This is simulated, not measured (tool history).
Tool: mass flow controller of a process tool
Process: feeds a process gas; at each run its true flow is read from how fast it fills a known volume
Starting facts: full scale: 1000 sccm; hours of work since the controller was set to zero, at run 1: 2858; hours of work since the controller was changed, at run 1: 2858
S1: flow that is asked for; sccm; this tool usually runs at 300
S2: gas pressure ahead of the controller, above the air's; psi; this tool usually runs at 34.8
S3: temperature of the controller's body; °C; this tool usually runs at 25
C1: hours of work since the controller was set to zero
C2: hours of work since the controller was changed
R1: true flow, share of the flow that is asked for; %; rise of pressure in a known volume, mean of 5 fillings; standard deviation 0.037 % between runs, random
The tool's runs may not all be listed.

run	hour	S1	S2	S3	C1	C2	R1
1	0.0	300	34.8	25	2858	2858	97.27
2	194.7	300	34.8	25	2935	2935	97.33
3	339.0	300	34.8	25	2992	2992	97.20
4	497.1	300	34.8	25	3054	3054	97.24
5	777.5	111	34.8	25	3164	3164	95.59
6	1062.8	300	31.8	25	3277	3277	97.25
7	1233.1	300	20.7	25	3344	3344	97.38
8	1411.0	300	20.7	25	3414	3414	97.33
9	1691.5	300	20.7	25	3524	3524	97.33
10	1831.1	300	21.6	25	3579	3579	97.32
11	2133.4	300	21.6	25	3698	3698	97.35
12	2444.0	300	21.6	25	3821	3821	97.36
13	2592.9	300	21.6	25	3879	3879	97.29
14	2882.1	300	21.6	25	3993	3993	97.28
15	3056.3	465	34.8	25	4062	4062	98.02
16	3369.9	465	34.8	25	4185	4185	97.98
17	3615.2	465	34.8	25	4282	4282	98.06
18	3845.3	465	34.8	25	4372	4372	97.92
19	4082.0	465	34.8	25	4466	4466	98.00
20	4261.2	465	34.8	25	4536	4536	97.97
21	4513.5	465	34.8	25	4636	4636	98.03
22	4655.6	465	34.8	25	4691	4691	97.98
23	4938.7	465	34.8	25	4803	4803	98.05
24	5187.3	300	34.8	25	4901	4901	97.15
25	5434.3	104	25.1	25	4998	4998	94.73
26	5722.9	300	34.8	32	5112	5112	96.55
27	5868.8	780	38.9	27	5169	5169	99.08
28	6027.9	780	38.9	27	5232	5232	99.12
29	6186.3	168	37.3	25	5294	5294	95.86
30	6425.4	224	27.0	21	5388	5388	96.82
31	6755.3	327	21.0	21	5518	5518	97.68
32	7085.6	297	24.9	28	5648	5648	96.86
33	7296.4	297	24.9	28	5731	5731	96.88
34	7607.9	312	34.8	25	5854	5854	97.10
35	7870.8	312	34.8	25	5957	5957	97.10
36	8195.2	312	34.8	20	6085	6085	97.52
37	8467.7	817	20.7	25	6192	6192	99.59
38	8675.4	124	38.6	34	6274	6274	94.12
39	9003.6	124	38.6	34	6403	6403	93.98
40	9221.0	735	39.5	34	6489	6489	98.45
41	9536.7	735	39.5	34	6613	6613	98.43
42	9695.1	145	21.6	23	6676	6676	95.34
43	9915.0	145	21.6	23	6762	6762	95.35
44	10106.3	639	39.3	21	6838	6838	99.05
45	10389.2	313	31.0	25	6949	6949	97.08
46	10537.0	108	31.0	25	7007	7007	94.05
47	10775.4	137	35.4	25	7101	7101	94.84

What if the next run were any one of these 5? Each begins from the tool's condition after run 47:
A	11012.2	143	26.3	25	7194	7194	?
B	11012.2	168	35.4	29	7194	7194	?
C	11012.2	137	35.4	38	7194	7194	?
D	11012.2	300	34.8	28	7194	7194	?
E	11012.2	369	34.8	24	7194	7194	?

run	R1
A	95.08
B	95.18
C	93.83
D	96.71
E	97.58
Without the tool's unlogged condition, the same runs would have read:
run	R1
A	97.21
B	96.90
C	96.08
D	97.38
E	97.99
